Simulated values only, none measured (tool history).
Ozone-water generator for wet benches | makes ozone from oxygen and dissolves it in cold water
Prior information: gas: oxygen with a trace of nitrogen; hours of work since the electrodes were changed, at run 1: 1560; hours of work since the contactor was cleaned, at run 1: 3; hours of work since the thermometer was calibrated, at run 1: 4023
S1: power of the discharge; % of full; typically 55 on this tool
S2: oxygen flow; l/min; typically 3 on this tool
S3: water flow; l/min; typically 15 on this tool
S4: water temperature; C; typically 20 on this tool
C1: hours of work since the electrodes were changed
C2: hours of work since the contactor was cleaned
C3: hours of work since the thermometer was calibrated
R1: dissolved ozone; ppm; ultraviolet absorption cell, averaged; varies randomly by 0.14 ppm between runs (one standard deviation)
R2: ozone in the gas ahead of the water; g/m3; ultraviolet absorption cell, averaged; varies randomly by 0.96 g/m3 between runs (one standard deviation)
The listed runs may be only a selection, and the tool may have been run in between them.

run   hour  S1    S2  S3  S4    C1   C2    C3    R1     R2
  1      0  55     3  15  20  1560    3  4023  15.8  163.6
  2   32.7  55     3  15  20  1590   33  4052  16.3  164.6
      71.3  -- water thermometer calibrated
  3   71.3  55     3  15  20  1625   68     0  15.9  162.5
  4    113  55     3  15  20  1663  106    38  15.9  164.5
  5  141.7  55     3  15  13  1689  132    64  17.4  162.2
  6  170.8  55     3  15  13  1715  158    91    17  161.9
  7    202  55     3  15  20  1744  187   119    16  162.8
  8  243.8  55     3  15  20  1782  225   157  15.9  165.3
  9  266.5  55  2.17  15  20  1802  245   178  15.4  193.3
 10    286  55     3  15  20  1820  263   195  15.9  162.8
 11    330  55  5.08  15  20  1860  303   236    16  122.2
 12  363.8  55     3  15  20  1891  334   266  16.1  162.1
 13  397.5  55  2.55  15  21  1922  365   297  15.7  178.3
 14  427.9  55  2.55  17  25  1949  392   325  13.6  176.4
 15  472.4  55     3  15  13  1990  433   365  17.4  162.4
 16  496.9  55     3  15  13  2012  455   387  17.2    162
 17  522.2  55     3  15  18  2035  478   410  16.2  161.5
 18    562  55     3  15  18  2071  514   447  16.2  163.2
 19  606.4  88  4.59  10  18  2112  555   487  28.7  171.5
 20  645.6  88  4.59  10  18  2147  590   523  28.9    172
 21  677.7  88  4.59  10  18  2177  620   552  28.8  171.5
 22  716.6  53   2.5  14  21  2212  655   587  15.9  172.6
 23  760.6  53   2.5  14  21  2252  695   627  15.9  171.7

Here are 3 independent what-if runs from the current tool condition. What would each one return?
  A  791.5  40  1.84  14  18  2280  723  656   ?   ?
  B  791.5  55  1.71  15  20  2280  723  656   ?   ?
  C  791.5  53  2.13  14  21  2280  723  656   ?   ?

run    R1     R2
  A  13.6  169.1
  B  14.8  214.1
  C  15.8  185.6
With the hidden condition removed and each run's random variation left untouched, the same runs would have given:
run    R1     R2
  A  13.7  174.1
  B  14.9  220.5
  C  15.8    191

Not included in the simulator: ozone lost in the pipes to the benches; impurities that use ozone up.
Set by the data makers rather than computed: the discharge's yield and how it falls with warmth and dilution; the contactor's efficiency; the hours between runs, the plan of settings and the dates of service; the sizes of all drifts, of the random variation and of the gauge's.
